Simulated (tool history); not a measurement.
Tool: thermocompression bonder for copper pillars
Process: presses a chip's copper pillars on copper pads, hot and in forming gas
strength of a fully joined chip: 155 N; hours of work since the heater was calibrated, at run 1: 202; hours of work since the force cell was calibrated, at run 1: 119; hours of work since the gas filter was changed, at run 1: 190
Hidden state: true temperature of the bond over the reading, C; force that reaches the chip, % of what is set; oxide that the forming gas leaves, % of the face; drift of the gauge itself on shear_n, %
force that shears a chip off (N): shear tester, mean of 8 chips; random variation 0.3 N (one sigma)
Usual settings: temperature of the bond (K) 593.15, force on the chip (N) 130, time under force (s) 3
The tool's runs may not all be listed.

run,hour,temperature of the bond (K),force on the chip (N),time under force (s),hours of work since the heater was calibrated,hours of work since the force cell was calibrated,hours of work since the gas filter was changed,force that shears a chip off (N)
1,0,593.15,130,3,202,119,190,97
2,8.8,593.15,130,2,206,123,194,85.9
3,15.6,593.15,102,2,209,126,197,75
4,23.2,576.15,130,3,212,130,201,86.6
5,30.8,576.15,130,3,216,133,204,86.7
6,38.3,576.15,130,3,219,137,207,86.8
7,44.8,593.15,130,3,222,140,210,97.1
8,52.8,593.15,130,3,226,143,214,97.8
9,58.1,593.15,130,3,228,146,216,97.7
10,66,593.15,130,9,232,149,220,127.8
11,70,593.15,130,3,234,151,222,97.8
12,75.9,593.15,130,3,236,154,225,97.8
13,79.9,593.15,130,3,238,156,226,97.9
14,84.6,593.15,109,3,240,158,229,90.1
15,90.9,593.15,109,3,243,161,231,90.4
16,96.5,607.15,130,3,246,163,234,106.8
17,105.9,607.15,130,3,250,168,238,106.9
18,114.3,607.15,130,3,254,171,242,107.5
19,118.4,607.15,130,3,256,173,244,106.7
20,125.1,607.15,130,3,259,176,247,107.6
21,134.5,607.15,130,3,263,181,251,107.2
22,139.2,593.15,83,3,265,183,254,79.3
23,145.5,593.15,172,2,268,186,256,99.7
24,152.3,604.15,130,2,271,189,260,93.6
25,159,602.15,84,5,274,192,263,100.3
26,167.9,583.15,84,5,278,196,267,88.8
27,174.1,615.15,111,3,281,199,270,105.6
28,179.8,571.15,188,2,284,201,272,89.8
29,188.8,569.15,158,2,288,205,276,80.9
30,194.4,593.15,111,3,291,208,279,92.3
# hour 196.7: gauge calibrated
31,199.8,599.15,158,3,293,210,281,108.7
32,203.9,613.15,158,8,295,212,283,139.2
33,208.8,596.15,108,3,297,215,285,90.7
34,215.3,585.15,103,2,300,218,288,71.2
35,223,610.15,156,2,304,221,292,103.8
36,227.7,581.15,132,2,306,223,294,79
37,237.3,616.15,109,4,310,228,298,111.1
38,245.3,581.15,90,3,314,231,302,74.8
39,253.9,593.15,88,2,318,235,306,70.1

How the hidden state differs across the entries between the runs, from the last listed run before each to the first after it:
Between runs 30 and 31: gauge calibrated (hour 196.7)
  oxide that the forming gas leaves, % of the face: 0.75 -> 0.76; drift of the gauge itself on shear_n, %: 2.73 -> 0.04
  measured less the result without the state, force that shears a chip off (N): +2.4 -> +0
